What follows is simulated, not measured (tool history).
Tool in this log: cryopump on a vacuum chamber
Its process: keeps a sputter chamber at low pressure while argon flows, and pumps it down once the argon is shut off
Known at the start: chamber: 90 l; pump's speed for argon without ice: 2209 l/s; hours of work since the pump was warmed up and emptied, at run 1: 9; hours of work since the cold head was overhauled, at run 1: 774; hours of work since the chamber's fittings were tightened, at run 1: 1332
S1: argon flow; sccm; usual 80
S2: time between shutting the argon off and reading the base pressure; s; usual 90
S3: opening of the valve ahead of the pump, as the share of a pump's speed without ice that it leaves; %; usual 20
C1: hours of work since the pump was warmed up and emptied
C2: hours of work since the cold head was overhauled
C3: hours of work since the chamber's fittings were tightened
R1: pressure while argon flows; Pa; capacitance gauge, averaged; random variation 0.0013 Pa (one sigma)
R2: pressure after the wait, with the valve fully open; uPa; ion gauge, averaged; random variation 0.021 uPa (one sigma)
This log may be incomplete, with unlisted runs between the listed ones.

run     day   S1  S2  S3   C1   C2    C3      R1    R2
  1   0.000   80  90  20    9  774  1332  0.3044  1.91
      0.688  -- leaking fittings of the chamber tightened, without venting
  2   0.904   80  90  20   24  789     4  0.3074  0.37
  3   1.679   80  90  20   38  802    18  0.3089  0.37
  4   2.412   80  90  20   51  816    31  0.3061  0.42
  5   3.246   80  90  20   66  831    46  0.3085  0.45
  6   4.267   80  90  20   85  849    64  0.3091  0.50
  7   5.138   80  90  20  100  865    80  0.3088  0.49
  8   6.242  155  90  18  120  885   100  0.6578  0.50
  9   7.367  155  37  23  140  905   120  0.5217  0.85
 10   8.346  155  37  43  158  922   138  0.2847  0.88
 11   9.062  155  37  43  171  935   151  0.2825  0.91
 12   9.796  155  37  43  184  949   164  0.2845  0.90
 13  10.612  155  37  43  199  963   179  0.2847  0.90

Predict each of these 5 candidate next runs independently; none follows another, all start after run 13:
  A  11.683  155  140  43  218  983  198   ?   ?
  B  11.683  155  173  43  218  983  198   ?   ?
  C  11.683   45  194  22  218  983  198   ?   ?
  D  11.683  118  274  21  218  983  198   ?   ?
  E  11.683   72  165  43  218  983  198   ?   ?

run      R1    R2
  A  0.2835  0.54
  B  0.2839  0.54
  C  0.1587  0.51
  D  0.4370  0.47
  E  0.1339  0.50
Take away the tool's hidden state, keep each run's random variation, and the runs would have read:
run      R1    R2
  A  0.2749  0.28
  B  0.2752  0.29
  C  0.1562  0.25
  D  0.4304  0.21
  E  0.1298  0.23
